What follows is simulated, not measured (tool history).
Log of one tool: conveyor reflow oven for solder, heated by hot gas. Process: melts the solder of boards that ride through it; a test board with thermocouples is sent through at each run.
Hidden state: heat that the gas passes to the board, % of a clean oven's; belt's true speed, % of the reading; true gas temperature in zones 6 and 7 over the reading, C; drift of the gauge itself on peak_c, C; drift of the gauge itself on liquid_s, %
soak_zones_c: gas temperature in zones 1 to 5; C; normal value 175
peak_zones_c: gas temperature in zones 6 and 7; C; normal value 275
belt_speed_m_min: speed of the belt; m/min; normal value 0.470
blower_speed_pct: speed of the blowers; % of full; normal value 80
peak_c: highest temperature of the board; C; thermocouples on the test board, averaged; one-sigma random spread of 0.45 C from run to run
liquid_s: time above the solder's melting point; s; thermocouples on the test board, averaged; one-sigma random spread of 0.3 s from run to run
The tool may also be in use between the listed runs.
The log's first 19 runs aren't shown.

run,hour,soak_zones_c,peak_zones_c,belt_speed_m_min,blower_speed_pct,hours of work since the flux was cleaned out,hours of work since the belt drive was overhauled,hours of work since the thermocouples were changed,peak_c,liquid_s
20,207.3,186,276,0.446,87,422,588,554,268.2,75.2
21,221.6,175,268,0.470,60,433,599,565,255.2,60.0
# hour 237.2: flux residue cleaned out of gas plates and filters
22,240.9,175,268,0.470,60,3,609,575,254.8,59.7
23,249.3,175,268,0.470,60,9,615,581,253.4,59.8
24,262.2,175,268,0.470,60,18,625,591,254.8,59.5
25,268.4,167,268,0.470,88,23,629,595,257.7,60.5
26,280.5,161,264,0.519,72,32,638,604,248.3,46.2
27,287.7,175,269,0.470,80,37,644,610,258.4,63.3
28,295.2,175,275,0.530,84,43,649,615,261.2,56.6
29,308.1,172,288,0.495,56,52,659,625,269.6,63.4
30,319.7,172,288,0.495,56,61,667,633,269.5,63.3
31,328.2,172,288,0.495,86,67,673,639,275.7,65.8
32,335.2,165,275,0.532,62,72,679,645,255.2,50.2

Predict each of these 3 candidate next runs independently; none follows another, all start after run 32:
A,347.8,165,274,0.532,55,81,688,654,?,?
B,347.8,187,275,0.390,80,81,688,654,?,?
C,347.8,175,269,0.470,80,81,688,654,?,?

run,peak_c,liquid_s
A,252.7,47.7
B,268.5,87.2
C,257.7,62.8
The same runs, with their run-to-run variation unchanged, on a tool lacking any hidden condition would have given:
run,peak_c,liquid_s
A,252.6,47.6
B,268.4,87.2
C,257.6,62.7

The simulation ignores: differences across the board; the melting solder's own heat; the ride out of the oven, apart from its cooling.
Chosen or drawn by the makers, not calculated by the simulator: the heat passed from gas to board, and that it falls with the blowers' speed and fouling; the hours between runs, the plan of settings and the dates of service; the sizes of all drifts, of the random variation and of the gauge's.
